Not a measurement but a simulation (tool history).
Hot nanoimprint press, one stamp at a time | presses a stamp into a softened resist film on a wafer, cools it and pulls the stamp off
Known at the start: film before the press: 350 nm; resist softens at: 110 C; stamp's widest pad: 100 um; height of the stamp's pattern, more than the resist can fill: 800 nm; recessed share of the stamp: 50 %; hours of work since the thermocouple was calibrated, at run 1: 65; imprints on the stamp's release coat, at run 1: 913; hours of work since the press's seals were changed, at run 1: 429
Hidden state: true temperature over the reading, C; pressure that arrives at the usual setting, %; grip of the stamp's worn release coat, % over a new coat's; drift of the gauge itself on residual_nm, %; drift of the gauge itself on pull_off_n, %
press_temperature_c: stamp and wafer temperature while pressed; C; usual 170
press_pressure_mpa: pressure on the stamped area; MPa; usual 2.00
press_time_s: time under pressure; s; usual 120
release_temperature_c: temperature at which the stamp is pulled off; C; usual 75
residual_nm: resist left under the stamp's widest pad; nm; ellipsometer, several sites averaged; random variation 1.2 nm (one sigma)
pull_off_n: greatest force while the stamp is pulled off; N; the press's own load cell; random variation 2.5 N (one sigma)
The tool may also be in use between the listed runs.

run,hour,press_temperature_c,press_pressure_mpa,press_time_s,release_temperature_c,hours of work since the thermocouple was calibrated,imprints on the stamp's release coat,hours of work since the press's seals were changed,residual_nm,pull_off_n
1,0.0,170,2.00,120,75,65,913,429,203.5,144
2,25.3,170,2.00,120,75,80,1004,444,202.6,146
3,47.1,170,2.00,120,75,93,1082,456,203.4,154
4,61.7,170,2.00,120,75,101,1134,465,202.9,153
5,84.3,170,2.00,120,75,115,1215,478,205.8,159
6,97.0,170,2.00,230,75,122,1260,486,163.2,159
7,109.7,171,2.00,120,75,129,1305,493,196.4,163
8,130.0,171,2.00,120,75,141,1378,505,197.2,164
9,143.1,170,2.00,120,75,149,1425,513,206.2,167
10,153.8,170,2.00,120,75,155,1463,519,205.9,168
11,167.2,170,1.66,120,75,163,1511,527,219.8,171
12,178.4,170,1.66,120,75,170,1551,533,218.5,167
# hour 189.6: stamp cleaned and given a new release coat
13,197.5,170,1.66,120,75,177,28,541,220.9,116
14,216.4,170,1.66,120,75,189,95,552,219.3,118
15,230.8,170,2.00,161,75,197,147,561,187.1,117
16,243.0,170,1.48,113,75,204,190,568,232.8,126
17,253.7,162,1.48,127,75,210,229,574,280.8,126
18,279.0,162,1.48,127,75,225,319,589,283.1,123
19,299.1,162,1.48,127,75,237,391,601,283.9,129
20,317.4,171,2.17,125,69,248,456,611,192.8,138
21,331.7,170,2.00,120,75,256,507,620,208.6,134
22,357.3,174,2.74,169,75,271,599,635,136.4,136
# hour 370.2: plate thermocouple calibrated
23,372.1,158,2.35,62,82,1,641,642,307.0,129
24,396.7,170,2.75,120,75,16,729,656,176.4,134
25,410.0,167,1.83,120,77,23,777,664,230.0,138
26,429.1,180,1.83,112,69,35,845,675,145.1,150
27,449.6,182,2.00,67,73,47,918,687,158.8,150
28,467.2,171,2.00,67,70,57,981,698,231.7,151
29,478.0,174,2.10,67,70,63,1019,704,209.7,154

Forecast each of these 4 alternatives for the next run:
A,499.7,174,2.10,78,77,76,1097,717,?,?
B,499.7,174,2.10,79,70,76,1097,717,?,?
C,499.7,174,2.16,78,72,76,1097,717,?,?
D,499.7,182,2.10,87,77,76,1097,717,?,?

run,residual_nm,pull_off_n
A,199.5,151
B,196.3,158
C,197.1,162
D,141.2,157
Without the tool's hidden state the same runs would have given:
run,residual_nm,pull_off_n
A,196.8,112
B,193.6,117
C,194.3,121
D,139.0,117
